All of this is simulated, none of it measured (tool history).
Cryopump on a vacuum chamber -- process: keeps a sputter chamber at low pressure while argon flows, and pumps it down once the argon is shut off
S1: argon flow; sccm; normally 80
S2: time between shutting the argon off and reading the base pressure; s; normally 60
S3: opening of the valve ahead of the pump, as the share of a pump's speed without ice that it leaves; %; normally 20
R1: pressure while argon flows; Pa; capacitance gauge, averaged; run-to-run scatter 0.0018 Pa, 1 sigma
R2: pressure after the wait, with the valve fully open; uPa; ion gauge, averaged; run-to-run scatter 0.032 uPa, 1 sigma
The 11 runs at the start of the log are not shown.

run,hour,S1,S2,S3,R1,R2
12,259.9,80,262,20,0.4426,1.29
13,274.8,80,262,20,0.4412,1.27
14,297.7,80,262,20,0.4479,1.28
15,325.4,80,60,20,0.446,2.4
16,345.7,80,60,20,0.4462,2.48
17,379.1,80,60,20,0.4461,2.43
18,413.7,40,53,43,0.1082,2.59
19,428.2,58,32,44,0.153,3.64
20,454.2,41,60,41,0.1165,2.45
21,473.6,51,31,19,0.301,3.79
22,506.5,63,20,20,0.3539,5.3
23,539.5,107,88,27,0.4498,1.93
24,557.8,53,282,20,0.2987,1.27
25,591,119,60,38,0.3653,2.49
26,617.4,71,21,38,0.218,5.07
27,631.5,53,32,38,0.1617,3.78
28,650,55,39,15,0.4106,3.3
29,677.4,80,60,39,0.2412,2.47
30,701.9,36,60,39,0.1083,2.55
31,730.8,36,60,39,0.1086,2.57
32,759.5,152,29,22,0.7823,4.1
33,781.4,80,175,20,0.4532,1.58

Each row is a separate what-if for the run after 33, all from the same tool condition, not one after another. Results?
A,806.3,80,151,20,?,?
B,806.3,80,175,38,?,?
C,806.3,80,60,55,?,?

run,R1,R2
A,0.4527,1.66
B,0.2516,1.6
C,0.176,2.49
The same runs, with their run-to-run variation unchanged, on a tool lacking any hidden condition would have given:
run,R1,R2
A,0.4326,0.78
B,0.2313,0.69
C,0.156,1.6
